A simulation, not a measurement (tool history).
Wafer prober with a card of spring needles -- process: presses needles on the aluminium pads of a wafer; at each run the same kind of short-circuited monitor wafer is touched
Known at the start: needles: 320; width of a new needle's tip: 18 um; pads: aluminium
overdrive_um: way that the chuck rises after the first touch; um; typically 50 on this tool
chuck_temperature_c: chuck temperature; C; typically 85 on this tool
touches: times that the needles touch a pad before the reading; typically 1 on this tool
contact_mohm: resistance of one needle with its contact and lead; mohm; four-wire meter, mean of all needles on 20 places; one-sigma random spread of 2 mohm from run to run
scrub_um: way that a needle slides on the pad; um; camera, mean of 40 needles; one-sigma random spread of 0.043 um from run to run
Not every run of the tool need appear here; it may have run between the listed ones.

run	day	overdrive_um	chuck_temperature_c	touches	contact_mohm	scrub_um
1	0.000	50	85	1	701	12.22
# day 0.542: tips cleaned on abrasive film
2	0.550	50	85	1	323	12.19
3	0.900	50	85	1	840	12.21
# day 1.242: height of the first contact set anew
# day 1.288: tips cleaned on abrasive film
4	1.675	50	85	1	812	12.65
# day 2.025: tips cleaned on abrasive film
5	2.183	50	85	1	533	12.61
6	2.683	50	85	1	996	12.60
# day 2.746: tips cleaned on abrasive film
7	3.133	50	85	1	826	12.62
# day 3.475: tips cleaned on abrasive film
8	3.912	50	85	1	867	12.67
# day 4.238: tips cleaned on abrasive film
9	4.379	50	85	1	520	12.59
# day 5.004: tips cleaned on abrasive film
10	5.225	50	85	1	624	12.54
# day 5.738: tips cleaned on abrasive film
11	5.817	50	85	1	431	12.56
12	6.433	50	85	1	1068	12.47
# day 6.479: tips cleaned on abrasive film
# day 7.233: tips cleaned on abrasive film
13	7.233	68	85	1	252	16.99
14	7.825	50	97	1	961	12.44
# day 7.979: tips cleaned on abrasive film
15	8.496	50	97	1	929	12.48
# day 8.738: tips cleaned on abrasive film
16	9.250	50	85	1	966	12.54
# day 9.512: tips cleaned on abrasive film
17	9.679	50	85	1	548	12.35
# day 10.258: tips cleaned on abrasive film
18	10.308	50	85	1	363	12.32
# day 10.975: tips cleaned on abrasive film
19	11.075	50	85	1	510	12.29
# day 11.692: tips cleaned on abrasive film
20	11.846	50	85	1	591	12.31
21	12.258	50	85	1	1032	12.38
# day 12.471: tips cleaned on abrasive film
22	13.092	50	30	1	1114	12.33
# day 13.208: tips cleaned on abrasive film
23	13.829	39	85	2	1091	9.47
# day 13.971: tips cleaned on abrasive film
24	14.438	46	58	1	1134	11.26
# day 14.712: tips cleaned on abrasive film
25	15.267	60	48	1	793	14.70
# day 15.429: tips cleaned on abrasive film
26	15.846	52	66	1	915	12.77
# day 16.204: tips cleaned on abrasive film
27	16.392	52	66	1	615	12.70
# day 16.979: tips cleaned on abrasive film
28	17.079	50	61	3	335	12.10
29	17.433	67	100	1	636	16.50
# day 17.721: tips cleaned on abrasive film
30	17.958	34	40	1	1504	7.98
# day 18.175: height of the first contact set anew
# day 18.462: tips cleaned on abrasive film
31	18.462	39	40	1	290	9.92
# day 19.179: tips cleaned on abrasive film
32	19.179	39	106	1	300	9.80
33	19.842	48	72	3	549	12.06

Each run again, without the hidden state but with its own random variation kept:
The hidden state here: debris on the tips, nm; way that the needles fall short of the set height, um; tips' diameter, um; drift of the gauge itself on contact_mohm, %; drift of the gauge itself on scrub_um, %.
run	contact_mohm	scrub_um
1	212	12.68
2	214	12.68
3	213	12.70
4	214	12.67
5	212	12.65
6	214	12.65
7	212	12.69
8	211	12.76
9	208	12.70
10	210	12.68
11	215	12.72
12	212	12.63
13	195	17.20
14	213	12.64
15	215	12.71
16	212	12.80
17	212	12.63
18	213	12.63
19	213	12.63
20	208	12.67
21	213	12.73
22	195	12.71
23	226	9.88
24	210	11.69
25	195	15.15
26	208	13.24
27	207	13.20
28	208	12.63
29	201	17.04
30	220	8.55
31	213	9.95
32	236	9.85
33	209	12.11
